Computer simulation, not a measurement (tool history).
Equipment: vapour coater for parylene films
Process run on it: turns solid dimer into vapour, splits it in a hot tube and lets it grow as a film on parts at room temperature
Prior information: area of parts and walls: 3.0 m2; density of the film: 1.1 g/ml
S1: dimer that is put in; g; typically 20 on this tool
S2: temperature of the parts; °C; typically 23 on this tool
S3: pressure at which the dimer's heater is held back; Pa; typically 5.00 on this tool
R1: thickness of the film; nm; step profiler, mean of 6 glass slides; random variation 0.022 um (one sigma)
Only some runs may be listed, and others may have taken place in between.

run    hour  S1  S2     S3    R1
  1     0.0  20  23   5.00  2860
  2    47.6  20  23   3.14  2990
  3    78.6  20  23   3.14  3020
  4   101.8  20  23   3.14  3000
  5   144.6  20  19   5.00  3370
  6   169.6  20  19   5.00  3360
  7   202.4  20  19   5.00  3360
  8   250.5  20  34   5.00  1720
  9   297.5  27  23   5.00  3830
 10   318.6  27  23   5.00  3780
 11   359.5  20  21   5.00  3020
 12   396.9  20  23   5.00  2830
 13   430.0  26  23   5.00  3590
      447.5  -- trap's valve overhauled
 14   454.2  26  23   5.00  3630
 15   497.9  20  26   5.00  2490
 16   520.3  20  17   5.00  3630
 17   556.7  20  17   5.00  3640
 18   586.8  20  17   5.00  3660
 19   626.6  20  17   5.00  3690
 20   658.2  25  23   7.18  3310
 21   705.3  20  23   2.88  3020
 22   742.5  17  25  10.26  1970
 23   766.3  17  25  10.26  1940
 24   813.4  17  25  10.26  1980
 25   854.9  17  25  10.26  2010
 26   891.7  10  28  10.26  1000
 27   926.2  22  28  10.26  2220
      946.3  -- trap's valve overhauled
 28   962.1  17  29   5.00  1860
 29   997.8  17  29   5.00  1820
 30  1025.6  33  17   8.70  5640
 31  1066.9  12  22   9.99  1570
 32  1094.4  16  17   5.00  2930
 33  1132.8  10  23   5.00  1400
 34  1177.0  23  23   3.66  3380
 35  1218.2  30  17   9.96  4940
 36  1238.1  24  17   4.90  4360
 37  1276.2  11  15   8.81  2030
 38  1319.7  11  15   8.81  2010

Below are 4 alternative next runs, each starting from the tool's condition after run 38. Predict each:
  A  1359.3  30  23  5.00   ?
  B  1359.3  20  19  2.98   ?
  C  1359.3  11  31  8.81   ?
  D  1359.3   9  33  6.52   ?

run    R1
  A  4240
  B  3620
  C   970
  D   800
Had the tool no hidden state, the same runs would have come out as:
run    R1
  A  4270
  B  3650
  C   980
  D   800
